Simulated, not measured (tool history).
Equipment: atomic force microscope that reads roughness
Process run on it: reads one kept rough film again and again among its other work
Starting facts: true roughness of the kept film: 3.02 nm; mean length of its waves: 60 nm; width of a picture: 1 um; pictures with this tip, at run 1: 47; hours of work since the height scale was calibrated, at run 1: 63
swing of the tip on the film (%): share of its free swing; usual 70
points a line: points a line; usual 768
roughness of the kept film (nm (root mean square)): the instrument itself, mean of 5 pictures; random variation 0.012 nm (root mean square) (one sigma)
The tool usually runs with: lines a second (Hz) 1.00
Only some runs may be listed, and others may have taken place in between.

run,hour,lines a second (Hz),swing of the tip on the film (%),points a line,pictures with this tip,hours of work since the height scale was calibrated,roughness of the kept film (nm (root mean square))
1,0.0,1.00,70,768,47,63,2.801
2,22.0,1.00,70,768,71,75,2.786
3,46.1,1.00,70,768,98,88,2.787
4,70.6,1.00,70,768,126,101,2.760
5,89.7,1.00,70,768,147,111,2.740
6,117.0,1.00,70,768,177,126,2.715
7,143.2,1.00,70,768,207,140,2.699
8,167.1,1.00,70,768,233,153,2.665
9,180.6,1.00,70,768,248,160,2.690
# hour 190.2: new tip fitted
10,195.6,2.68,70,768,6,168,2.608
11,209.1,1.00,75,768,21,175,2.765
12,231.5,1.85,59,423,46,187,2.792
13,245.3,0.87,88,423,62,194,2.620
14,267.0,1.84,84,943,86,206,2.448
15,286.8,1.84,77,857,108,217,2.551
16,298.3,1.00,59,334,121,223,2.807

Here are 4 independent what-if runs from the current tool condition. What would each one return?
A,316.3,0.88,79,392,141,232,?
B,316.3,0.93,59,334,141,232,?
C,316.3,1.35,59,334,141,232,?
D,316.3,1.00,70,920,141,232,?

run,roughness of the kept film (nm (root mean square))
A,2.680
B,2.793
C,2.772
D,2.718
With the hidden condition removed and each run's random variation left untouched, the same runs would have given:
run,roughness of the kept film (nm (root mean square))
A,2.770
B,2.887
C,2.865
D,2.809
